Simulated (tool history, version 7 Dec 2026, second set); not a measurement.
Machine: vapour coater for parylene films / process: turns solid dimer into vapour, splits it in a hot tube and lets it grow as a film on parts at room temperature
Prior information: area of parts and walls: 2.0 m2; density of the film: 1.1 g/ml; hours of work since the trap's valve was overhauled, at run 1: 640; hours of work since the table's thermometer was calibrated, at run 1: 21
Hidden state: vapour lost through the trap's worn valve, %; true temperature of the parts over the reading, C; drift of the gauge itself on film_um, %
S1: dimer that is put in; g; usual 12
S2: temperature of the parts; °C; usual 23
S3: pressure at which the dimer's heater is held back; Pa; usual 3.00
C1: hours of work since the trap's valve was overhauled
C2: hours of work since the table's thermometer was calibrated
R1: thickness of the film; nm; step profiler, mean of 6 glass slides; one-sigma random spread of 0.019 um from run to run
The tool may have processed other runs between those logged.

run,hour,S1,S2,S3,C1,C2,R1
1,0.0,12,23,3.00,640,21,4500
# hour 7.5: trap's valve overhauled
2,19.3,12,23,11.20,9,33,3980
3,40.5,12,23,3.00,25,49,4510
4,55.9,12,23,3.00,36,60,4490
5,69.7,12,23,3.00,47,70,4470
6,83.5,12,23,3.00,57,81,4510
7,97.0,12,23,3.00,67,91,4500
8,109.7,12,17,3.00,77,101,5360
9,128.5,12,23,8.49,91,115,4110
10,140.6,12,18,4.04,100,124,5330
11,155.6,12,18,4.04,111,135,5310
12,172.0,12,18,4.04,124,147,5330
13,182.1,12,18,4.04,131,155,5350
14,205.6,6,23,3.00,149,173,2240
15,228.8,6,23,3.00,167,190,2240
16,248.2,6,23,3.00,181,205,2270
17,261.0,10,30,3.00,191,214,2810
18,283.7,5,35,3.00,208,232,1160

Each row is a separate what-if for the run after 18, all from the same tool condition, not one after another. Results?
A,305.9,8,15,3.08,224,248,?
B,305.9,6,32,4.55,224,248,?
C,305.9,5,33,8.79,224,248,?
D,305.9,7,28,2.23,224,248,?

run,R1
A,3550
B,1500
C,1120
D,2180
Take away the tool's hidden state, keep each run's random variation, and the runs would have read:
run,R1
A,3550
B,1500
C,1120
D,2180
